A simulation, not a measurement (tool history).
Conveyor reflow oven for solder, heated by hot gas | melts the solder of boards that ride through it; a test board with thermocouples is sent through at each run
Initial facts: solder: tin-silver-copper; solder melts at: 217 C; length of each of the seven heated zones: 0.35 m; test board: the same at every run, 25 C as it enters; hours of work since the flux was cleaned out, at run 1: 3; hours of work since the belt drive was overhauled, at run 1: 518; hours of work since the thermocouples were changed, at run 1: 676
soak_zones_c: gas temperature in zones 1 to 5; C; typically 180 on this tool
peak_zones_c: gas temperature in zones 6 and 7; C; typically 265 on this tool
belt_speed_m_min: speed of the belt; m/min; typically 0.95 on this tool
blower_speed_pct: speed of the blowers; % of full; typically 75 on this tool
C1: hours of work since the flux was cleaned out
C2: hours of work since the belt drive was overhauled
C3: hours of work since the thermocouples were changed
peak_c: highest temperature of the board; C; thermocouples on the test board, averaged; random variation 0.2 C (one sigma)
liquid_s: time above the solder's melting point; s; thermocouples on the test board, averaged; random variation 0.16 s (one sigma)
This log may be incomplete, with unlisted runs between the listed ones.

run 1 hour=0 | soak_zones_c=180 peak_zones_c=265 belt_speed_m_min=0.95 blower_speed_pct=75 | C1=3 C2=518 C3=676 | peak_c=252.2 liquid_s=34.2
run 2 hour=37.4 | soak_zones_c=180 peak_zones_c=265 belt_speed_m_min=0.95 blower_speed_pct=63 | C1=32 C2=547 C3=705 | peak_c=249.1 liquid_s=32.6
run 3 hour=72.4 | soak_zones_c=180 peak_zones_c=265 belt_speed_m_min=0.95 blower_speed_pct=63 | C1=59 C2=574 C3=732 | peak_c=248.5 liquid_s=32.4
run 4 hour=99.9 | soak_zones_c=180 peak_zones_c=265 belt_speed_m_min=0.95 blower_speed_pct=63 | C1=80 C2=595 C3=753 | peak_c=248.5 liquid_s=32.3
run 5 hour=131 | soak_zones_c=180 peak_zones_c=265 belt_speed_m_min=0.95 blower_speed_pct=75 | C1=104 C2=619 C3=777 | peak_c=250.9 liquid_s=33.9
run 6 hour=159.2 | soak_zones_c=180 peak_zones_c=265 belt_speed_m_min=0.95 blower_speed_pct=73 | C1=126 C2=641 C3=799 | peak_c=250.5 liquid_s=33.7
-- hour=166.1 thermocouples of zones 6 and 7 changed
run 7 hour=206.4 | soak_zones_c=180 peak_zones_c=265 belt_speed_m_min=0.95 blower_speed_pct=73 | C1=161 C2=676 C3=31 | peak_c=249 liquid_s=32.6
-- hour=222.8 flux residue cleaned out of gas plates and filters
run 8 hour=255.1 | soak_zones_c=180 peak_zones_c=265 belt_speed_m_min=0.95 blower_speed_pct=73 | C1=25 C2=709 C3=65 | peak_c=249.9 liquid_s=33.7
run 9 hour=292.7 | soak_zones_c=180 peak_zones_c=265 belt_speed_m_min=0.95 blower_speed_pct=73 | C1=54 C2=738 C3=94 | peak_c=249.8 liquid_s=33.8
run 10 hour=335.3 | soak_zones_c=180 peak_zones_c=265 belt_speed_m_min=0.95 blower_speed_pct=75 | C1=87 C2=771 C3=127 | peak_c=249.9 liquid_s=33.6
run 11 hour=365.8 | soak_zones_c=180 peak_zones_c=265 belt_speed_m_min=0.95 blower_speed_pct=75 | C1=110 C2=795 C3=150 | peak_c=250 liquid_s=33.5
run 12 hour=403.1 | soak_zones_c=180 peak_zones_c=265 belt_speed_m_min=0.95 blower_speed_pct=75 | C1=139 C2=824 C3=179 | peak_c=250.1 liquid_s=33.3
run 13 hour=429.4 | soak_zones_c=189 peak_zones_c=265 belt_speed_m_min=0.95 blower_speed_pct=75 | C1=159 C2=844 C3=199 | peak_c=251 liquid_s=36.2
-- hour=449.4 flux residue cleaned out of gas plates and filters
run 14 hour=475.4 | soak_zones_c=189 peak_zones_c=265 belt_speed_m_min=0.95 blower_speed_pct=75 | C1=20 C2=875 C3=231 | peak_c=252.2 liquid_s=37.2
run 15 hour=504.1 | soak_zones_c=180 peak_zones_c=265 belt_speed_m_min=0.95 blower_speed_pct=76 | C1=42 C2=898 C3=253 | peak_c=251.1 liquid_s=34
run 16 hour=547.1 | soak_zones_c=180 peak_zones_c=265 belt_speed_m_min=0.95 blower_speed_pct=76 | C1=75 C2=931 C3=286 | peak_c=250.5 liquid_s=34.2
run 17 hour=593.4 | soak_zones_c=180 peak_zones_c=265 belt_speed_m_min=0.95 blower_speed_pct=76 | C1=111 C2=966 C3=322 | peak_c=250 liquid_s=33.7
run 18 hour=624.4 | soak_zones_c=180 peak_zones_c=265 belt_speed_m_min=0.95 blower_speed_pct=76 | C1=135 C2=990 C3=346 | peak_c=250 liquid_s=33.6
run 19 hour=657.7 | soak_zones_c=188 peak_zones_c=268 belt_speed_m_min=0.897 blower_speed_pct=75 | C1=161 C2=1016 C3=371 | peak_c=255.6 liquid_s=40.4
-- hour=677.3 flux residue cleaned out of gas plates and filters
run 20 hour=714.8 | soak_zones_c=175 peak_zones_c=265 belt_speed_m_min=0.95 blower_speed_pct=75 | C1=29 C2=1056 C3=411 | peak_c=250.5 liquid_s=33.1
run 21 hour=739.7 | soak_zones_c=180 peak_zones_c=265 belt_speed_m_min=0.95 blower_speed_pct=89 | C1=48 C2=1075 C3=431 | peak_c=253.9 liquid_s=36.2
run 22 hour=777.1 | soak_zones_c=190 peak_zones_c=254 belt_speed_m_min=0.907 blower_speed_pct=60 | C1=77 C2=1104 C3=459 | peak_c=241.5 liquid_s=34
run 23 hour=809.6 | soak_zones_c=190 peak_zones_c=254 belt_speed_m_min=0.907 blower_speed_pct=60 | C1=102 C2=1129 C3=484 | peak_c=241.3 liquid_s=33.7
run 24 hour=844.3 | soak_zones_c=167 peak_zones_c=270 belt_speed_m_min=0.95 blower_speed_pct=63 | C1=129 C2=1156 C3=511 | peak_c=249.4 liquid_s=30.4
run 25 hour=874 | soak_zones_c=179 peak_zones_c=265 belt_speed_m_min=0.95 blower_speed_pct=52 | C1=152 C2=1179 C3=534 | peak_c=244.1 liquid_s=29.4
-- hour=902.6 flux residue cleaned out of gas plates and filters
run 26 hour=915.1 | soak_zones_c=180 peak_zones_c=253 belt_speed_m_min=0.85 blower_speed_pct=75 | C1=10 C2=1207 C3=562 | peak_c=244.2 liquid_s=35.8
run 27 hour=947.4 | soak_zones_c=176 peak_zones_c=265 belt_speed_m_min=1.111 blower_speed_pct=71 | C1=35 C2=1232 C3=587 | peak_c=244.9 liquid_s=25
run 28 hour=971.6 | soak_zones_c=195 peak_zones_c=279 belt_speed_m_min=1.111 blower_speed_pct=73 | C1=53 C2=1250 C3=606 | peak_c=260.7 liquid_s=35.3
run 29 hour=1009.5 | soak_zones_c=180 peak_zones_c=265 belt_speed_m_min=0.793 blower_speed_pct=75 | C1=82 C2=1279 C3=635 | peak_c=256.6 liquid_s=44.8
run 30 hour=1061.6 | soak_zones_c=180 peak_zones_c=265 belt_speed_m_min=0.95 blower_speed_pct=67 | C1=123 C2=1320 C3=675 | peak_c=249.1 liquid_s=32.9

Measured result minus the same run's result without the hidden state. Both carry the same run-to-run variation, though not necessarily the same gauge scatter:
Hidden state at play: heat that the gas passes to the board, % of a clean oven's; belt's true speed, % of the reading; true gas temperature in zones 6 and 7 over the reading, C; drift of the gauge itself on peak_c, C; drift of the gauge itself on liquid_s, %.
run=1 peak_c=+1.7 liquid_s=+0.9
run=2 peak_c=+1.5 liquid_s=+0.9
run=3 peak_c=+1.2 liquid_s=+0.8
run=4 peak_c=+1.1 liquid_s=+0.7
run=5 peak_c=+0.9 liquid_s=+0.5
run=6 peak_c=+0.8 liquid_s=+0.4
run=7 peak_c=-1.1 liquid_s=-0.5
run=8 peak_c=+0.2 liquid_s=+0.4
run=9 peak_c=+0 liquid_s=+0.3
run=10 peak_c=-0.2 liquid_s=+0.1
run=11 peak_c=-0.4 liquid_s=-0.1
run=12 peak_c=-0.6 liquid_s=-0.1
run=13 peak_c=-0.7 liquid_s=-0.1
run=14 peak_c=+0.5 liquid_s=+0.6
run=15 peak_c=+0.4 liquid_s=+0.4
run=16 peak_c=+0.1 liquid_s=+0.3
run=17 peak_c=-0.2 liquid_s=+0.2
run=18 peak_c=-0.3 liquid_s=+0
run=19 peak_c=-0.3 liquid_s=+0.2
run=20 peak_c=+1.1 liquid_s=+1
run=21 peak_c=+1 liquid_s=+0.9
run=22 peak_c=+1 liquid_s=+0.9
run=23 peak_c=+0.8 liquid_s=+0.9
run=24 peak_c=+0.4 liquid_s=+0.6
run=25 peak_c=+0.5 liquid_s=+0.6
run=26 peak_c=+1.7 liquid_s=+1.5
run=27 peak_c=+1.5 liquid_s=+1.1
run=28 peak_c=+1.3 liquid_s=+0.9
run=29 peak_c=+1.4 liquid_s=+1.2
run=30 peak_c=+1 liquid_s=+0.9
